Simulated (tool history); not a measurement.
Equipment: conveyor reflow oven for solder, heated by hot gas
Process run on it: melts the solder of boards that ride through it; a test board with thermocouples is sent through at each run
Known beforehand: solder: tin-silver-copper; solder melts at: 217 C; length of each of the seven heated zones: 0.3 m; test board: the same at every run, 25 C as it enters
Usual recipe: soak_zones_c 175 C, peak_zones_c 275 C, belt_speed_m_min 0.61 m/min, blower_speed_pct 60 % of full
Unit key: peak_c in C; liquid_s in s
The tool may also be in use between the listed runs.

run,hour,soak_zones_c,peak_zones_c,belt_speed_m_min,blower_speed_pct,peak_c,liquid_s
1,0,175,275,0.61,60,251.9,43.2
2,79.6,175,275,0.586,60,253.7,46.2
3,172.5,175,275,0.557,60,255.4,49.8
4,238,175,275,0.557,60,255.8,49.9
5,294.6,175,275,0.557,60,255.3,49.7
# hour 320.2: flux residue cleaned out of gas plates and filters
6,363.5,175,275,0.557,60,255.9,49.8
7,445.1,175,275,0.61,60,252.5,43.2
8,505.8,175,275,0.61,60,252.3,43.3
9,566.5,175,272,0.61,60,249.1,42.3
10,658.1,175,272,0.61,60,249.9,41.6
11,700.4,178,283,0.61,55,256.9,46.3
# hour 747.3: flux residue cleaned out of gas plates and filters
12,789.7,177,283,0.512,55,263.7,59.4
13,879.4,175,280,0.61,60,256.1,45.5
# hour 905.5: belt drive overhauled, speed set with a stopwatch
14,928.9,186,283,0.574,83,271.3,58.8
15,1003.2,175,275,0.509,60,258.5,57
16,1090.3,175,280,0.661,60,253.2,40
# hour 1186.5: flux residue cleaned out of gas plates and filters
17,1193.1,175,280,0.661,60,252.8,39.7
# hour 1290.8: thermocouples of zones 6 and 7 changed
18,1290.8,175,280,0.626,60,255,43.5
19,1388.4,175,275,0.563,60,254.9,49

Below are 4 alternative next runs, each starting from the tool's condition after run 19. Predict each:
A,1462.4,175,280,0.721,64,?,?
B,1462.4,175,278,0.584,57,?,?
C,1462.4,173,275,0.563,60,?,?
D,1462.4,175,269,0.563,52,?,?

run,peak_c,liquid_s
A,250.9,35
B,254.7,46.8
C,254.6,48.3
D,246.1,42.4
Take away the tool's hidden state, keep each run's random variation, and the runs would have read:
run,peak_c,liquid_s
A,250.9,35
B,254.8,46.8
C,254.7,48.4
D,246.1,42.5

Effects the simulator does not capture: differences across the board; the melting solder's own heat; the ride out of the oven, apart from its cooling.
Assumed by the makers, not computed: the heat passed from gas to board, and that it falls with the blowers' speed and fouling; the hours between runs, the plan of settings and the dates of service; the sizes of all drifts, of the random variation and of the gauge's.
